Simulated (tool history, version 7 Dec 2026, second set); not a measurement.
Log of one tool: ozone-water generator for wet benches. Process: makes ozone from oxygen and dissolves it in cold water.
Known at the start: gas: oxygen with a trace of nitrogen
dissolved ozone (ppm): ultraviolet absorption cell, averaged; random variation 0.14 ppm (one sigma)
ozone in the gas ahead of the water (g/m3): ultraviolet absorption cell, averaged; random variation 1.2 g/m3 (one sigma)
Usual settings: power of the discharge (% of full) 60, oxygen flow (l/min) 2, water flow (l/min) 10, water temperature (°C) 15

run,hour,power of the discharge (% of full),oxygen flow (l/min),water flow (l/min),water temperature (°C),dissolved ozone (ppm),ozone in the gas ahead of the water (g/m3)
1,0,60,2,10,15,16.4,224.1
2,81.5,60,2,10,15,16.7,222.6
3,139.4,60,1.92,10,15,16.4,230.7
4,237.7,67,2,10,15,18,241.8
5,327.2,67,2,10,22,16.3,245.9
6,395.2,67,2,10,22,16.3,244.2
7,474.9,67,2,10,22,16.4,244.1
8,562.6,67,2,10,22,16.4,243.9
9,623.9,67,2,15,22,11,243.2
10,722.5,60,2,10,15,16.2,224
11,813.3,60,2,10,15,16.5,226.8
12,855.7,60,2,10,15,16.6,225.5
13,923.3,60,2,10,15,16.1,229.2
14,998.3,60,2,10,15,16.6,225.8
15,1052.9,91,1.44,9,10,25.6,379.6
16,1103.5,94,1.83,8,8,30.3,331.9
17,1185.6,60,2,6,15,25,225.4
18,1278.3,60,2.1,10,20,15.6,223.2
19,1372.9,86,1.34,13,7,17,380.6

Run 20 comes next. What will it give?
20,1456.8,60,2,10,11,?,?

dissolved ozone (ppm): 17.2
ozone in the gas ahead of the water (g/m3): 228.8
Without the tool's hidden state the same run would have given dissolved ozone (ppm) 17.3, ozone in the gas ahead of the water (g/m3) 225.3.
